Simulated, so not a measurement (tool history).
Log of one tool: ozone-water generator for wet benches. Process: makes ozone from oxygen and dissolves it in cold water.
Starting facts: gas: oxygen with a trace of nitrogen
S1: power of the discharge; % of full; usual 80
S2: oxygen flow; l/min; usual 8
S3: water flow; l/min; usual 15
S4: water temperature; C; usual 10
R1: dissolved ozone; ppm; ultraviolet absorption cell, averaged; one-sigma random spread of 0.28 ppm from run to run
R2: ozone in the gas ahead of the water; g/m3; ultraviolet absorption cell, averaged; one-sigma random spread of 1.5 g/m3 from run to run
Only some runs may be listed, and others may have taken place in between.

{"run": 1, "hour": 0.0, "S1": 80, "S2": 8, "S3": 15, "S4": 10, "R1": 42.3, "R2": 270.2}
{"run": 2, "hour": 126.2, "S1": 80, "S2": 8, "S3": 15, "S4": 10, "R1": 42.1, "R2": 270.8}
{"run": 3, "hour": 209.9, "S1": 80, "S2": 9.4, "S3": 15, "S4": 10, "R1": 42, "R2": 250.2}
{"run": 4, "hour": 276.5, "S1": 80, "S2": 8, "S3": 15, "S4": 10, "R1": 41.9, "R2": 267.5}
{"run": 5, "hour": 338.0, "S1": 80, "S2": 8, "S3": 15, "S4": 10, "R1": 42.1, "R2": 268.8}
{"run": 6, "hour": 432.2, "S1": 80, "S2": 8, "S3": 15, "S4": 18, "R1": 35.5, "R2": 265}
{"run": 7, "hour": 521.9, "S1": 80, "S2": 8, "S3": 15, "S4": 10, "R1": 41.3, "R2": 266.9}
{"run": 8, "hour": 643.5, "S1": 80, "S2": 8, "S3": 15, "S4": 10, "R1": 41, "R2": 265.8}
{"run": 9, "hour": 777.8, "S1": 80, "S2": 8, "S3": 15, "S4": 10, "R1": 41.1, "R2": 263.7}
{"run": 10, "hour": 901.2, "S1": 80, "S2": 5.74, "S3": 15, "S4": 10, "R1": 40.2, "R2": 302.3}
{"run": 11, "hour": 1037.0, "S1": 80, "S2": 11.4, "S3": 15, "S4": 10, "R1": 40.8, "R2": 229.3}
{"run": 12, "hour": 1156.9, "S1": 80, "S2": 11.4, "S3": 15, "S4": 10, "R1": 40.6, "R2": 228.1}
{"run": 13, "hour": 1250.5, "S1": 54, "S2": 10.42, "S3": 14, "S4": 17, "R1": 29.7, "R2": 189.3}
{"run": 14, "hour": 1332.0, "S1": 94, "S2": 10.42, "S3": 13, "S4": 17, "R1": 42, "R2": 259}
{"run": 15, "hour": 1437.5, "S1": 54, "S2": 8, "S3": 17, "S4": 10, "R1": 29.2, "R2": 209}
{"run": 16, "hour": 1525.3, "S1": 80, "S2": 8, "S3": 15, "S4": 5, "R1": 43.8, "R2": 261.4}
{"run": 17, "hour": 1601.1, "S1": 80, "S2": 8, "S3": 15, "S4": 5, "R1": 44.1, "R2": 262}
{"run": 18, "hour": 1679.4, "S1": 64, "S2": 8, "S3": 10, "S4": 12, "R1": 45.1, "R2": 229.4}
{"run": 19, "hour": 1781.5, "S1": 64, "S2": 8, "S3": 10, "S4": 12, "R1": 44.8, "R2": 229.5}
{"run": 20, "hour": 1878.1, "S1": 44, "S2": 13.39, "S3": 17, "S4": 14, "R1": 23.2, "R2": 151.5}
{"run": 21, "hour": 1983.2, "S1": 49, "S2": 6.48, "S3": 15, "S4": 10, "R1": 30.1, "R2": 216.1}
{"run": 22, "hour": 2114.2, "S1": 88, "S2": 6.48, "S3": 15, "S4": 14, "R1": 38.6, "R2": 294.4}
{"run": 23, "hour": 2221.2, "S1": 56, "S2": 4.96, "S3": 14, "S4": 14, "R1": 31.2, "R2": 255.9}
{"run": 24, "hour": 2349.0, "S1": 56, "S2": 4.96, "S3": 14, "S4": 14, "R1": 30.7, "R2": 256.6}

Branching from run 24: 4 alternative next runs. What would each branch give?
{"run": "A", "hour": 2477.4, "S1": 80, "S2": 4.98, "S3": 15, "S4": 10, "R1": "?", "R2": "?"}
{"run": "B", "hour": 2477.4, "S1": 44, "S2": 9.39, "S3": 15, "S4": 10, "R1": "?", "R2": "?"}
{"run": "C", "hour": 2477.4, "S1": 50, "S2": 4.96, "S3": 14, "S4": 14, "R1": "?", "R2": "?"}
{"run": "D", "hour": 2477.4, "S1": 48, "S2": 8, "S3": 14, "S4": 10, "R1": "?", "R2": "?"}

run=A R1=37.5 R2=310.8
run=B R1=27.7 R2=173.1
run=C R1=28.8 R2=239.5
run=D R1=31.1 R2=194.2
Stripped of hidden state, with their random variation kept, the same runs would have yielded:
run=A R1=41.7 R2=332.5
run=B R1=30.2 R2=181.2
run=C R1=31.5 R2=252
run=D R1=34 R2=204
